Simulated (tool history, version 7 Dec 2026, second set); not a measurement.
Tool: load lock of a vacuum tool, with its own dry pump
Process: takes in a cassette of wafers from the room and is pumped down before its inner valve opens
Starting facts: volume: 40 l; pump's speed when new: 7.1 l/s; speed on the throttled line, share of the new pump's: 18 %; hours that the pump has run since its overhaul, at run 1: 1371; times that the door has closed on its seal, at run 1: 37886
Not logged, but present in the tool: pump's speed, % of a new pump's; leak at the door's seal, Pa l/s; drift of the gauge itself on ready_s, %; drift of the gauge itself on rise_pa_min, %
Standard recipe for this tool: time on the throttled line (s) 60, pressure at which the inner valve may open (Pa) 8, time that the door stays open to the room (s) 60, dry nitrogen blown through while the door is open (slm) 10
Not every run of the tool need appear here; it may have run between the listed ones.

| run | day | time on the throttled line (s) | pressure at which the inner valve may open (Pa) | time that the door stays open to the room (s) | dry nitrogen blown through while the door is open (slm) | hours that the pump has run since its overhaul | times that the door has closed on its seal | incoming humidity of the room's air, % | time from the closed door until the inner valve may open (s) | rise of the pressure with all valves shut (Pa/min) |
|---|---|---|---|---|---|---|---|---|---|---|
| 1 | 0 | 60 | 8 | 60 | 10 | 1371 | 37886 | 49.2 | 104.6 | 0.218 |
| 2 | 12.817 | 60 | 8 | 60 | 10 | 1678 | 39221 | 47 | 104.1 | 0.236 |
| 3 | 22.475 | 60 | 8 | 60 | 10 | 1910 | 40227 | 44.8 | 104.7 | 0.242 |
| 4 | 35.933 | 60 | 8 | 60 | 10 | 2233 | 41629 | 44.3 | 105.5 | 0.241 |
| 5 | 53.542 | 32 | 8 | 60 | 10 | 2656 | 43463 | 46 | 82.5 | 0.249 |
| 6 | 67.267 | 53 | 8 | 60 | 10 | 2985 | 44892 | 42.7 | 99.3 | 0.268 |
| 7 | 82.812 | 53 | 8 | 60 | 10 | 3358 | 46511 | 44.9 | 99.2 | 0.285 |
| 8 | 97.15 | 53 | 8 | 60 | 10 | 3703 | 48004 | 39.8 | 100 | 0.282 |
| 9 | 111.246 | 60 | 8 | 29 | 10 | 4041 | 49472 | 45.4 | 106.1 | 0.277 |
| 10 | 126.462 | 60 | 8 | 29 | 10 | 4406 | 51057 | 44.7 | 106.9 | 0.293 |
| 11 | 145.546 | 60 | 8 | 29 | 10 | 4864 | 53044 | 48.4 | 107 | 0.304 |
| 12 | 155.538 | 60 | 15 | 60 | 10 | 5104 | 54085 | 43.8 | 101.7 | 0.323 |
| 13 | 175.021 | 60 | 8 | 60 | 10 | 5571 | 56114 | 44.7 | 107.7 | 0.344 |
| 14 | 190.867 | 60 | 8 | 60 | 10 | 5952 | 57764 | 43.3 | 108.5 | 0.36 |
| 15 | 211.096 | 60 | 6 | 60 | 10 | 6437 | 59871 | 44.9 | 109.7 | 0.373 |
| 16 | 223.688 | 60 | 6 | 60 | 10 | 6739 | 61182 | 45.2 | 110.9 | 0.396 |
| 17 | 241.846 | 60 | 6 | 60 | 10 | 7175 | 63074 | 42.9 | 111.9 | 0.399 |
| 18 | 251.433 | 60 | 6 | 224 | 10 | 7405 | 64072 | 44.9 | 111.1 | 0.484 |
| 19 | 265.175 | 60 | 6 | 224 | 10 | 7735 | 65503 | 46 | 111.9 | 0.498 |
| 20 | 279.954 | 52 | 14 | 90 | 10 | 8090 | 67043 | 45.4 | 99.4 | 0.47 |
| 21 | 296.971 | 60 | 8 | 75 | 25 | 8498 | 68815 | 43.3 | 108.6 | 0.443 |
| 22 | 306.533 | 54 | 8 | 149 | 25 | 8728 | 69810 | 47.3 | 105.9 | 0.47 |
| 23 | 327.15 | 54 | 8 | 149 | 25 | 9223 | 71958 | 45.1 | 105 | 0.49 |
| 24 | 344.967 | 60 | 8 | 60 | 10 | 9650 | 73813 | 43.4 | 111.6 | 0.512 |
|  | 358.783 | door's seal changed, seat wiped |
| 25 | 363.221 | 111 | 10 | 229 | 25 | 10087 | 463 | 44.8 | 148.8 | 0.081 |
| 26 | 379.075 | 60 | 15 | 173 | 10 | 10467 | 2114 | 45.1 | 106.1 | 0.112 |
| 27 | 396.412 | 88 | 14 | 175 | 11 | 10883 | 3919 | 46.2 | 129.6 | 0.118 |
| 28 | 405.258 | 88 | 14 | 175 | 11 | 11096 | 4840 | 43.5 | 130.9 | 0.104 |
| 29 | 423.638 | 88 | 14 | 175 | 11 | 11537 | 6755 | 43.9 | 131.7 | 0.111 |
| 30 | 434.417 | 34 | 12 | 55 | 17 | 11795 | 7877 | 49.3 | 90.1 | 0.067 |
| 31 | 451.55 | 60 | 9 | 34 | 4 | 12207 | 9662 | 46.9 | 111.6 | 0.066 |
| 32 | 466.046 | 60 | 8 | 60 | 21 | 12554 | 11171 | 46.3 | 112.7 | 0.062 |
| 33 | 479.592 | 113 | 14 | 142 | 26 | 12880 | 12582 | 44.3 | 150.4 | 0.084 |
| 34 | 491.317 | 36 | 14 | 148 | 11 | 13161 | 13803 | 42 | 91.7 | 0.119 |
| 35 | 501.15 | 36 | 14 | 148 | 11 | 13397 | 14827 | 47.1 | 92.6 | 0.138 |
| 36 | 514.467 | 36 | 14 | 148 | 11 | 13717 | 16214 | 43.7 | 91.2 | 0.132 |
|  | 531.067 | dry pump taken out, an overhauled one fitted |
| 37 | 532.812 | 36 | 14 | 148 | 11 | 42 | 18098 | 45.4 | 78.7 | 0.148 |

Hidden condition of the tool, last listed run before each entry between runs versus first listed run after:
After run 24, before run 25: door's seal changed, seat wiped (day 358.783)
  pump's speed, % of a new pump's: 85.1 -> 84.4; leak at the door's seal, Pa l/s: 0.3048 -> 0.0029
  measured value less the no-hidden-state value, time from the closed door until the inner valve may open (s): +7.7 -> +6; rise of the pressure with all valves shut (Pa/min): +0.462 -> +0.001
After run 36, before run 37: dry pump taken out, an overhauled one fitted (day 531.067)
  pump's speed, % of a new pump's: 79.4 -> 100.1; leak at the door's seal, Pa l/s: 0.031 -> 0.036
  measured value less the no-hidden-state value, time from the closed door until the inner valve may open (s): +11.5 -> -0.1; rise of the pressure with all valves shut (Pa/min): +0.044 -> +0.052
